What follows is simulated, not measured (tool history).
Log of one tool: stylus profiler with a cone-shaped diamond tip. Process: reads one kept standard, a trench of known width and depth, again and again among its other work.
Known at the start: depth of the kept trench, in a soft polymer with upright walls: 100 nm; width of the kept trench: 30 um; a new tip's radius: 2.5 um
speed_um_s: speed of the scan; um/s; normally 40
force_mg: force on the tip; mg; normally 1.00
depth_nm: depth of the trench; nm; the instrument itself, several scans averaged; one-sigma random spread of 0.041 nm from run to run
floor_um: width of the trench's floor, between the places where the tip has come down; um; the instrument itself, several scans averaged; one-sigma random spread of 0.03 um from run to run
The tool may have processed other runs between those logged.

{"run": 1, "hour": 0.0, "speed_um_s": 40, "force_mg": 1.0, "depth_nm": 100.84, "floor_um": 28.11}
{"run": 2, "hour": 34.3, "speed_um_s": 40, "force_mg": 1.0, "depth_nm": 100.8, "floor_um": 28.05}
{"run": 3, "hour": 61.3, "speed_um_s": 40, "force_mg": 1.0, "depth_nm": 100.8, "floor_um": 28.09}
{"run": 4, "hour": 91.4, "speed_um_s": 40, "force_mg": 1.0, "depth_nm": 100.76, "floor_um": 28.14}
{"run": 5, "hour": 108.9, "speed_um_s": 40, "force_mg": 1.0, "depth_nm": 100.81, "floor_um": 28.1}
{"run": 6, "hour": 125.4, "speed_um_s": 40, "force_mg": 1.0, "depth_nm": 100.76, "floor_um": 28.05}
{"run": 7, "hour": 144.7, "speed_um_s": 13, "force_mg": 1.0, "depth_nm": 100.79, "floor_um": 28.16}
{"run": 8, "hour": 177.2, "speed_um_s": 40, "force_mg": 1.0, "depth_nm": 100.91, "floor_um": 28.03}
{"run": 9, "hour": 194.1, "speed_um_s": 40, "force_mg": 1.0, "depth_nm": 100.82, "floor_um": 28.06}
{"run": 10, "hour": 215.7, "speed_um_s": 40, "force_mg": 1.0, "depth_nm": 100.8, "floor_um": 28.08}
{"run": 11, "hour": 234.8, "speed_um_s": 40, "force_mg": 1.0, "depth_nm": 100.88, "floor_um": 28.01}
{"run": 12, "hour": 259.6, "speed_um_s": 40, "force_mg": 0.42, "depth_nm": 100.62, "floor_um": 27.86}
{"run": 13, "hour": 287.6, "speed_um_s": 40, "force_mg": 0.42, "depth_nm": 100.74, "floor_um": 27.88}
{"run": 14, "hour": 316.6, "speed_um_s": 11, "force_mg": 0.57, "depth_nm": 100.77, "floor_um": 28.17}
{"run": 15, "hour": 342.9, "speed_um_s": 11, "force_mg": 0.57, "depth_nm": 100.7, "floor_um": 28.17}
{"run": 16, "hour": 360.1, "speed_um_s": 11, "force_mg": 0.57, "depth_nm": 100.72, "floor_um": 28.15}
{"run": 17, "hour": 382.0, "speed_um_s": 13, "force_mg": 0.94, "depth_nm": 100.85, "floor_um": 28.06}
{"run": 18, "hour": 408.1, "speed_um_s": 13, "force_mg": 0.94, "depth_nm": 100.85, "floor_um": 28.14}
{"run": 19, "hour": 435.3, "speed_um_s": 11, "force_mg": 1.3, "depth_nm": 101.01, "floor_um": 28.12}
{"run": 20, "hour": 466.6, "speed_um_s": 22, "force_mg": 1.87, "depth_nm": 101.13, "floor_um": 28.1}
{"run": 21, "hour": 496.7, "speed_um_s": 40, "force_mg": 1.39, "depth_nm": 101.09, "floor_um": 27.98}
{"run": 22, "hour": 513.9, "speed_um_s": 40, "force_mg": 1.39, "depth_nm": 101.07, "floor_um": 27.98}
{"run": 23, "hour": 539.8, "speed_um_s": 92, "force_mg": 1.18, "depth_nm": 100.95, "floor_um": 27.77}
{"run": 24, "hour": 562.6, "speed_um_s": 40, "force_mg": 1.54, "depth_nm": 101.0, "floor_um": 27.98}
{"run": 25, "hour": 596.7, "speed_um_s": 40, "force_mg": 1.5, "depth_nm": 101.05, "floor_um": 27.98}

Each row is a separate what-if for the run after 25, all from the same tool condition, not one after another. Results?
{"run": "A", "hour": 627.4, "speed_um_s": 42, "force_mg": 1.76, "depth_nm": "?", "floor_um": "?"}
{"run": "B", "hour": 627.4, "speed_um_s": 40, "force_mg": 0.36, "depth_nm": "?", "floor_um": "?"}
{"run": "C", "hour": 627.4, "speed_um_s": 62, "force_mg": 0.8, "depth_nm": "?", "floor_um": "?"}
{"run": "D", "hour": 627.4, "speed_um_s": 14, "force_mg": 1.75, "depth_nm": "?", "floor_um": "?"}

run=A depth_nm=101.01 floor_um=28.01
run=B depth_nm=100.74 floor_um=27.84
run=C depth_nm=100.83 floor_um=27.78
run=D depth_nm=101.10 floor_um=27.99
With no hidden state in the tool, these same runs would have given:
run=A depth_nm=100.51 floor_um=28.51
run=B depth_nm=100.24 floor_um=28.34
run=C depth_nm=100.33 floor_um=28.28
run=D depth_nm=100.59 floor_um=28.50

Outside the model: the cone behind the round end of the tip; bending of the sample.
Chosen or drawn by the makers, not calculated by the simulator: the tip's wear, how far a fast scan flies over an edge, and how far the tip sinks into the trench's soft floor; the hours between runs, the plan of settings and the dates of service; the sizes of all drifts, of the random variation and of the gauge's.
